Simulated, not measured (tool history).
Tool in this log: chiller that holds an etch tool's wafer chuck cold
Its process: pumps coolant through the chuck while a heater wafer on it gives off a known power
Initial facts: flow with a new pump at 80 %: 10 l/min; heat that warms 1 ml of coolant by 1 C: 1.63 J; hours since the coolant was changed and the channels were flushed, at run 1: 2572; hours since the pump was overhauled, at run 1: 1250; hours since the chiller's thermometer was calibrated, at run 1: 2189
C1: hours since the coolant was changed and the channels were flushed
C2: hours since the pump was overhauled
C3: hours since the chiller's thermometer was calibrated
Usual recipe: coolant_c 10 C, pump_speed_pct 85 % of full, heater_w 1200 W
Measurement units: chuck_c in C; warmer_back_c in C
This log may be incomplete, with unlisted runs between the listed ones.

run 1 hour=0.0 | coolant_c=10 pump_speed_pct=85 heater_w=1200 | C1=2572 C2=1250 C3=2189 | chuck_c=17.62 warmer_back_c=4.12
run 2 hour=57.6 | coolant_c=10 pump_speed_pct=85 heater_w=1200 | C1=2629 C2=1308 C3=2246 | chuck_c=17.69 warmer_back_c=4.10
run 3 hour=121.8 | coolant_c=10 pump_speed_pct=85 heater_w=1200 | C1=2694 C2=1372 C3=2311 | chuck_c=17.66 warmer_back_c=4.13
run 4 hour=190.5 | coolant_c=10 pump_speed_pct=85 heater_w=1200 | C1=2762 C2=1440 C3=2379 | chuck_c=17.75 warmer_back_c=4.14
run 5 hour=274.2 | coolant_c=10 pump_speed_pct=85 heater_w=1200 | C1=2846 C2=1524 C3=2463 | chuck_c=17.62 warmer_back_c=4.13
run 6 hour=346.4 | coolant_c=10 pump_speed_pct=85 heater_w=1200 | C1=2918 C2=1596 C3=2535 | chuck_c=17.77 warmer_back_c=4.09
run 7 hour=434.4 | coolant_c=10 pump_speed_pct=85 heater_w=1200 | C1=3006 C2=1684 C3=2623 | chuck_c=17.75 warmer_back_c=4.15
run 8 hour=507.2 | coolant_c=10 pump_speed_pct=85 heater_w=1200 | C1=3079 C2=1757 C3=2696 | chuck_c=17.70 warmer_back_c=4.19
run 9 hour=586.2 | coolant_c=10 pump_speed_pct=85 heater_w=1200 | C1=3158 C2=1836 C3=2775 | chuck_c=17.83 warmer_back_c=4.18
run 10 hour=637.4 | coolant_c=10 pump_speed_pct=77 heater_w=1200 | C1=3209 C2=1887 C3=2826 | chuck_c=18.36 warmer_back_c=4.66
run 11 hour=708.3 | coolant_c=10 pump_speed_pct=77 heater_w=1200 | C1=3280 C2=1958 C3=2897 | chuck_c=18.30 warmer_back_c=4.61
run 12 hour=753.5 | coolant_c=10 pump_speed_pct=85 heater_w=1200 | C1=3325 C2=2004 C3=2942 | chuck_c=17.64 warmer_back_c=4.12
run 13 hour=818.2 | coolant_c=10 pump_speed_pct=85 heater_w=1200 | C1=3390 C2=2068 C3=3007 | chuck_c=17.68 warmer_back_c=4.16
run 14 hour=870.8 | coolant_c=3 pump_speed_pct=85 heater_w=1200 | C1=3443 C2=2121 C3=3060 | chuck_c=10.78 warmer_back_c=4.19
run 15 hour=961.6 | coolant_c=3 pump_speed_pct=85 heater_w=1200 | C1=3533 C2=2212 C3=3150 | chuck_c=10.70 warmer_back_c=4.13
run 16 hour=1028.5 | coolant_c=10 pump_speed_pct=98 heater_w=1200 | C1=3600 C2=2278 C3=3217 | chuck_c=17.12 warmer_back_c=3.55
-- hour=1061.4 coolant changed, channels flushed
run 17 hour=1129.8 | coolant_c=6 pump_speed_pct=85 heater_w=1200 | C1=68 C2=2374 C3=3313 | chuck_c=13.86 warmer_back_c=4.13
run 18 hour=1175.9 | coolant_c=3 pump_speed_pct=64 heater_w=1200 | C1=114 C2=2420 C3=3359 | chuck_c=12.60 warmer_back_c=5.55
run 19 hour=1220.9 | coolant_c=3 pump_speed_pct=64 heater_w=1200 | C1=160 C2=2465 C3=3404 | chuck_c=12.86 warmer_back_c=5.58
run 20 hour=1308.4 | coolant_c=7 pump_speed_pct=64 heater_w=884 | C1=247 C2=2552 C3=3491 | chuck_c=14.17 warmer_back_c=4.13
run 21 hour=1384.6 | coolant_c=14 pump_speed_pct=91 heater_w=1200 | C1=323 C2=2629 C3=3567 | chuck_c=21.60 warmer_back_c=3.86
run 22 hour=1426.5 | coolant_c=10 pump_speed_pct=83 heater_w=1200 | C1=365 C2=2670 C3=3609 | chuck_c=18.13 warmer_back_c=4.28
run 23 hour=1501.3 | coolant_c=13 pump_speed_pct=71 heater_w=1101 | C1=440 C2=2745 C3=3684 | chuck_c=21.35 warmer_back_c=4.57
run 24 hour=1599.0 | coolant_c=1 pump_speed_pct=71 heater_w=1685 | C1=538 C2=2843 C3=3782 | chuck_c=13.76 warmer_back_c=7.07
run 25 hour=1685.4 | coolant_c=0 pump_speed_pct=85 heater_w=1200 | C1=624 C2=2929 C3=3868 | chuck_c=8.00 warmer_back_c=4.09
run 26 hour=1768.1 | coolant_c=0 pump_speed_pct=85 heater_w=1200 | C1=707 C2=3012 C3=3951 | chuck_c=7.90 warmer_back_c=4.18
run 27 hour=1853.8 | coolant_c=10 pump_speed_pct=98 heater_w=1719 | C1=792 C2=3098 C3=4037 | chuck_c=20.05 warmer_back_c=5.08
-- hour=1891.7 chiller's thermometer calibrated
-- hour=1923.0 gauge calibrated
run 28 hour=1923.0 | coolant_c=15 pump_speed_pct=99 heater_w=1200 | C1=861 C2=3166 C3=31 | chuck_c=21.80 warmer_back_c=3.57
run 29 hour=2021.1 | coolant_c=15 pump_speed_pct=99 heater_w=1200 | C1=959 C2=3264 C3=129 | chuck_c=21.73 warmer_back_c=3.52
run 30 hour=2108.2 | coolant_c=6 pump_speed_pct=79 heater_w=1200 | C1=1046 C2=3351 C3=217 | chuck_c=14.03 warmer_back_c=4.47
run 31 hour=2193.8 | coolant_c=13 pump_speed_pct=92 heater_w=818 | C1=1131 C2=3437 C3=302 | chuck_c=17.98 warmer_back_c=2.60
run 32 hour=2291.2 | coolant_c=13 pump_speed_pct=76 heater_w=1794 | C1=1229 C2=3534 C3=399 | chuck_c=25.56 warmer_back_c=6.96
run 33 hour=2360.5 | coolant_c=13 pump_speed_pct=76 heater_w=1794 | C1=1298 C2=3604 C3=469 | chuck_c=25.52 warmer_back_c=6.93

For some of the steps in chuck_c from one run to the next: how much would appear even if the tool had no hidden state, given the settings, what came in and random variation, and how much remains for the hidden state plus any gauge scatter that the measured result and the result without hidden state don't share?
The hidden state here: heat passed by the chuck's channels, % of clean ones'; flow at a given pump speed, % of a new pump's; coolant's true temperature over the reading, C; drift of the gauge itself on chuck_c, C; drift of the gauge itself on warmer_back_c, C.
Run 6 -> 7: settings left as they were, no log entry in between. chuck_c -0.02 C: hidden state +0.03, all else -0.05.
Run 23 -> 24: coolant_c 13 -> 1, heater_w 1101 -> 1685. chuck_c -7.59 C: hidden state +0.03, all else -7.62.
Run 26 -> 27: coolant_c 0 -> 10, pump_speed_pct 85 -> 98, heater_w 1200 -> 1719. chuck_c +12.15 C: hidden state +0.02, all else +12.13.
Run 27 -> 28: coolant_c 10 -> 15, pump_speed_pct 98 -> 99, heater_w 1719 -> 1200, chiller's thermometer calibrated, gauge calibrated. chuck_c +1.75 C: hidden state -0.44, all else +2.19.
Run 29 -> 30: coolant_c 15 -> 6, pump_speed_pct 99 -> 79. chuck_c -7.70 C: hidden state +0.03, all else -7.73.
Run 31 -> 32: pump_speed_pct 92 -> 76, heater_w 818 -> 1794. chuck_c +7.58 C: hidden state +0.04, all else +7.54.

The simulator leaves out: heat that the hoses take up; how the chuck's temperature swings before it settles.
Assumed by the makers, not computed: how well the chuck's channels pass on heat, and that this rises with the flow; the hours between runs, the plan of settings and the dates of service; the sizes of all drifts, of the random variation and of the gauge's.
